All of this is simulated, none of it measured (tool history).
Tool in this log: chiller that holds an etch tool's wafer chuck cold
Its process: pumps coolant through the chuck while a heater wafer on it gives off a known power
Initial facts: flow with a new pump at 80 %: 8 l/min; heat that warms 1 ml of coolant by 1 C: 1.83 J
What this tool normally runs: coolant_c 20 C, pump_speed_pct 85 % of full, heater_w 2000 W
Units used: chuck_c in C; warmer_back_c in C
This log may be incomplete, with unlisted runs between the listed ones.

run 1 hour=0.0 | coolant_c=20 pump_speed_pct=85 heater_w=2000 | chuck_c=42.0 warmer_back_c=7.68
run 2 hour=106.0 | coolant_c=20 pump_speed_pct=93 heater_w=2000 | chuck_c=40.5 warmer_back_c=7.01
run 3 hour=179.1 | coolant_c=24 pump_speed_pct=85 heater_w=2000 | chuck_c=46.1 warmer_back_c=7.64
run 4 hour=330.7 | coolant_c=24 pump_speed_pct=85 heater_w=2000 | chuck_c=45.9 warmer_back_c=7.69
run 5 hour=422.6 | coolant_c=24 pump_speed_pct=85 heater_w=1445 | chuck_c=39.9 warmer_back_c=5.55
run 6 hour=501.8 | coolant_c=24 pump_speed_pct=85 heater_w=1445 | chuck_c=39.7 warmer_back_c=5.46
run 7 hour=620.8 | coolant_c=24 pump_speed_pct=85 heater_w=1445 | chuck_c=39.9 warmer_back_c=5.51
run 8 hour=739.0 | coolant_c=24 pump_speed_pct=85 heater_w=1445 | chuck_c=39.7 warmer_back_c=5.49
run 9 hour=803.6 | coolant_c=20 pump_speed_pct=85 heater_w=2000 | chuck_c=41.9 warmer_back_c=7.65
run 10 hour=890.3 | coolant_c=20 pump_speed_pct=85 heater_w=2000 | chuck_c=41.7 warmer_back_c=7.68
run 11 hour=965.7 | coolant_c=20 pump_speed_pct=85 heater_w=2000 | chuck_c=41.9 warmer_back_c=7.66
run 12 hour=1048.4 | coolant_c=20 pump_speed_pct=85 heater_w=2000 | chuck_c=42.1 warmer_back_c=7.68
run 13 hour=1188.8 | coolant_c=20 pump_speed_pct=85 heater_w=2000 | chuck_c=42.0 warmer_back_c=7.75
run 14 hour=1331.1 | coolant_c=20 pump_speed_pct=85 heater_w=2000 | chuck_c=41.9 warmer_back_c=7.66
run 15 hour=1476.9 | coolant_c=20 pump_speed_pct=85 heater_w=2000 | chuck_c=41.9 warmer_back_c=7.72
run 16 hour=1613.5 | coolant_c=20 pump_speed_pct=85 heater_w=2000 | chuck_c=42.0 warmer_back_c=7.70
-- hour=1627.2 chiller's thermometer calibrated
run 17 hour=1689.4 | coolant_c=20 pump_speed_pct=85 heater_w=2000 | chuck_c=42.0 warmer_back_c=7.73
run 18 hour=1776.7 | coolant_c=20 pump_speed_pct=85 heater_w=1631 | chuck_c=37.9 warmer_back_c=6.26
run 19 hour=1904.3 | coolant_c=20 pump_speed_pct=88 heater_w=1180 | chuck_c=32.7 warmer_back_c=4.33
run 20 hour=2045.2 | coolant_c=20 pump_speed_pct=86 heater_w=1618 | chuck_c=37.7 warmer_back_c=6.09
run 21 hour=2198.2 | coolant_c=13 pump_speed_pct=62 heater_w=2000 | chuck_c=41.1 warmer_back_c=10.82
run 22 hour=2302.3 | coolant_c=17 pump_speed_pct=85 heater_w=2000 | chuck_c=38.9 warmer_back_c=7.68
run 23 hour=2454.3 | coolant_c=17 pump_speed_pct=85 heater_w=2000 | chuck_c=39.0 warmer_back_c=7.70
run 24 hour=2516.7 | coolant_c=20 pump_speed_pct=88 heater_w=2051 | chuck_c=42.0 warmer_back_c=7.59
run 25 hour=2597.6 | coolant_c=14 pump_speed_pct=85 heater_w=1657 | chuck_c=32.4 warmer_back_c=6.39
-- hour=2677.9 coolant changed, channels flushed
run 26 hour=2685.1 | coolant_c=14 pump_speed_pct=85 heater_w=1657 | chuck_c=32.3 warmer_back_c=6.37
run 27 hour=2799.5 | coolant_c=20 pump_speed_pct=85 heater_w=2254 | chuck_c=44.6 warmer_back_c=8.59
run 28 hour=2930.1 | coolant_c=16 pump_speed_pct=69 heater_w=2000 | chuck_c=41.8 warmer_back_c=9.57
run 29 hour=3009.4 | coolant_c=16 pump_speed_pct=69 heater_w=1193 | chuck_c=31.4 warmer_back_c=5.79
run 30 hour=3080.5 | coolant_c=11 pump_speed_pct=81 heater_w=2000 | chuck_c=33.7 warmer_back_c=8.09
run 31 hour=3217.5 | coolant_c=11 pump_speed_pct=81 heater_w=2000 | chuck_c=33.6 warmer_back_c=8.05

Below are 3 alternative next runs, each starting from the tool's condition after run 31. Predict each:
run A hour=3347.1 | coolant_c=11 pump_speed_pct=63 heater_w=2000 | chuck_c=? warmer_back_c=?
run B hour=3347.1 | coolant_c=11 pump_speed_pct=73 heater_w=1035 | chuck_c=? warmer_back_c=?
run C hour=3347.1 | coolant_c=11 pump_speed_pct=72 heater_w=2000 | chuck_c=? warmer_back_c=?

run=A chuck_c=38.8 warmer_back_c=10.62
run=B chuck_c=23.7 warmer_back_c=4.67
run=C chuck_c=36.0 warmer_back_c=9.13
With no hidden state in the tool, these same runs would have given:
run=A chuck_c=38.8 warmer_back_c=10.62
run=B chuck_c=23.7 warmer_back_c=4.67
run=C chuck_c=36.0 warmer_back_c=9.13

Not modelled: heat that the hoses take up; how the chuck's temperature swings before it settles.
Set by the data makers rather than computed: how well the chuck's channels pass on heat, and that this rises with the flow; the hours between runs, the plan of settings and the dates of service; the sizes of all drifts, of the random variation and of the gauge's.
